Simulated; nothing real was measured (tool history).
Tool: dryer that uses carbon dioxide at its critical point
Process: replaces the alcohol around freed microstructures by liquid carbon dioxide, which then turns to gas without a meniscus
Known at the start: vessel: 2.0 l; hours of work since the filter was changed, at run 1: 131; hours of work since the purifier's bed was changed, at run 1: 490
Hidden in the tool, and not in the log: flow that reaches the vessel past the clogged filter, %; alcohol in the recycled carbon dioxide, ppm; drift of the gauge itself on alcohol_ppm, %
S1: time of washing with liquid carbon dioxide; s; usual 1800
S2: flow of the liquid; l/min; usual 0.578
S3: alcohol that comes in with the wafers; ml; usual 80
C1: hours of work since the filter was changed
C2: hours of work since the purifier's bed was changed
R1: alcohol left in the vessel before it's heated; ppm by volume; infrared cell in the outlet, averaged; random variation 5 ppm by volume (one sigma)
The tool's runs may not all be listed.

run,hour,S1,S2,S3,C1,C2,R1
1,0.0,1800,0.578,80,131,490,258
2,31.0,1800,0.578,80,156,515,274
# hour 65.4: inlet filter changed
3,81.7,2340,0.578,80,13,554,223
4,114.1,2340,0.578,31,39,580,224
5,158.8,1800,0.578,91,74,615,299
# hour 166.7: purifier's bed changed
6,196.9,1800,0.578,91,102,24,73
7,236.5,1800,0.578,91,133,55,97
# hour 295.8: inlet filter changed
8,310.5,1800,0.578,91,12,113,87
9,378.1,1800,0.578,35,65,167,92
10,408.2,1800,0.703,35,89,191,78
11,444.2,1800,0.703,35,118,219,83
12,506.9,1800,0.652,80,167,269,141
# hour 523.3: inlet filter changed
13,556.3,1800,0.652,80,26,307,124
14,611.9,1800,0.652,80,70,351,147
15,644.4,1800,0.578,80,96,377,192
16,699.4,1560,0.578,80,140,421,306
17,731.8,1560,0.578,80,165,446,352
# hour 753.3: inlet filter changed
18,771.3,1800,0.578,40,14,477,191
19,816.7,1800,0.578,40,50,513,201
20,859.6,1800,0.578,26,84,547,218
21,909.0,1800,0.578,67,123,586,277
# hour 952.1: purifier's bed changed
22,959.0,1740,0.626,96,161,5,68
# hour 983.7: inlet filter changed
23,1002.2,1740,0.626,96,15,39,50
24,1032.7,2400,0.498,26,39,63,34
25,1070.1,2400,0.356,99,68,93,231
26,1100.9,2820,0.422,71,93,117,70
27,1152.6,1800,0.703,116,134,158,83
# hour 1214.2: inlet filter changed
28,1214.6,1920,0.848,41,0,206,77
29,1280.8,1140,0.651,54,53,259,292
30,1354.5,1680,0.578,29,111,317,147
31,1412.1,2280,0.578,30,157,363,147
# hour 1444.4: inlet filter changed
32,1444.4,1800,0.578,21,0,388,154
33,1489.0,1800,0.787,35,35,423,166
34,1524.6,1320,0.787,22,64,451,177
35,1594.5,1500,0.496,108,119,507,703
36,1635.3,1800,0.578,26,151,539,230
# hour 1675.3: inlet filter changed
37,1688.0,1800,0.578,26,10,580,225
38,1726.5,2040,0.758,61,41,611,232
# hour 1740.8: purifier's bed changed
39,1797.3,1800,0.593,20,94,45,35
40,1847.4,1800,0.538,46,134,85,94
# hour 1911.2: inlet filter changed
41,1917.9,2160,0.650,63,5,140,66

5 ways to go on from here, each from the tool as it stands after run 41. What would each give?
A,1983.6,2460,0.941,90,57,192,?
B,1983.6,2220,0.840,55,57,192,?
C,1983.6,2160,0.650,51,57,192,?
D,1983.6,2100,0.444,32,57,192,?
E,1983.6,2520,0.504,42,57,192,?

run,R1
A,74
B,73
C,71
D,109
E,81
Without the tool's hidden state the same runs would have given:
run,R1
A,4
B,4
C,0
D,31
E,8
